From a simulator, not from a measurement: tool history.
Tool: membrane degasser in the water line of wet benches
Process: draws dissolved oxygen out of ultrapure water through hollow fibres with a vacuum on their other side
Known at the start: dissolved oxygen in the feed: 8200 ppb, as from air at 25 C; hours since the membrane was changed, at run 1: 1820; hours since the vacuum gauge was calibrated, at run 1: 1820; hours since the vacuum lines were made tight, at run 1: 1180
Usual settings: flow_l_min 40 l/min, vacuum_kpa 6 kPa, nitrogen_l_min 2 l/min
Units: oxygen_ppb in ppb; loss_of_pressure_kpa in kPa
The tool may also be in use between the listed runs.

run,hour,flow_l_min,vacuum_kpa,nitrogen_l_min,hours since the membrane was changed,hours since the vacuum gauge was calibrated,hours since the vacuum lines were made tight,oxygen_ppb,loss_of_pressure_kpa
1,0,40,6,2,1820,1820,1180,134.8,26.33
2,178.8,40,6,2,1998,1998,1359,136.4,26.25
3,400.9,40,6.94,2,2221,2221,1581,176.2,26.08
4,751.6,40,6.94,2,2571,2571,1932,177.7,26.39
5,1098.2,40,6.94,2,2918,2918,2278,180.2,26.29
6,1411.1,40,6.94,2,3231,3231,2591,185.9,26.54
7,1697.4,40,6,4.95,3517,3517,2878,65.4,26.57
8,1939,26,6,2,3759,3759,3119,102.2,17.22
9,2296.2,40,6,2,4116,4116,3476,151.8,26.64
10,2618.2,40,13.32,2,4438,4438,3798,455.6,26.69
11,2835.7,40,13.32,1.72,4655,4655,4016,520.4,26.5
# hour 2867.4: seals of the vacuum lines changed
12,3128.6,40,13.32,1.72,4946,4946,261,521.4,26.77
13,3287.9,40,6,0.83,5106,5106,420,314.7,26.72
14,3541.3,40,6,0.83,5359,5359,674,321,26.91
15,3740.8,40,6,0.83,5558,5558,873,323.3,26.65
16,4045.7,33,6,2,5863,5863,1178,138.3,22.32
17,4282.4,28,6.1,4.31,6100,6100,1415,59.6,18.84
18,4639.1,28,6.1,4.31,6457,6457,1772,60.5,19.01
19,4847.4,28,6.1,4.31,6665,6665,1980,61.1,18.77
20,5189.3,28,6.1,4.31,7007,7007,2322,61.8,18.86
21,5559.7,25,6.3,3.58,7377,7377,2692,68.9,16.86
22,5898,25,6.3,3.58,7716,7716,3031,71.6,17.04
23,6227.3,34,6.3,3.31,8045,8045,3360,103.1,23.14
# hour 6387.5: membrane cartridge changed
# hour 6427.8: vacuum gauge calibrated
24,6470.4,36,8.23,2.62,82,43,3598,161.9,23.04
25,6772.1,36,8.23,2.62,384,344,3900,159.9,23.29
# hour 6922: seals of the vacuum lines changed
26,6941.2,45,4.66,2.9,551,511,19,58.5,29.21
27,7276.5,45,4.66,2.9,886,847,355,60.1,29.13
28,7472.9,45,10.03,2.05,1083,1043,551,327.8,29.36
29,7757.6,45,10.03,2.05,1368,1328,836,329.9,29.57
30,7998.6,45,10.03,2.05,1609,1569,1077,336.3,29.54
31,8261.8,47,13.38,3.93,1872,1832,1340,285.5,30.8

Hidden state at the last listed run before each entry between runs and at the first one after, where it differs:
Between runs 11 and 12: seals of the vacuum lines changed (hour 2867.4)
  membrane still open, %: 96.7 -> 96.5; true pressure behind the membrane over the reading, kPa: 0.64 -> 0.68; air that leaks in behind the membrane, l/min: 0.0133 -> 0.0046
  measured less the result without the state, oxygen_ppb: +31.7 -> +32.2 ppb; loss_of_pressure_kpa: +0.88 -> +0.93 kPa
Between runs 23 and 24: membrane cartridge changed (hour 6387.5); vacuum gauge calibrated (hour 6427.8)
  membrane still open, %: 94.3 -> 99.9; true pressure behind the membrane over the reading, kPa: 1.14 -> 0.03; air that leaks in behind the membrane, l/min: 0.0127 -> 0.0134
  measured less the result without the state, oxygen_ppb: +28.3 -> +1.9 ppb; loss_of_pressure_kpa: +1.32 -> +0.02 kPa
Between runs 25 and 26: seals of the vacuum lines changed (hour 6922)
  membrane still open, %: 99.7 -> 99.6; true pressure behind the membrane over the reading, kPa: 0.06 -> 0.09; air that leaks in behind the membrane, l/min: 0.0142 -> 0.0017
  measured less the result without the state, oxygen_ppb: +3.1 -> +3.1 ppb; loss_of_pressure_kpa: +0.06 -> +0.11 kPa
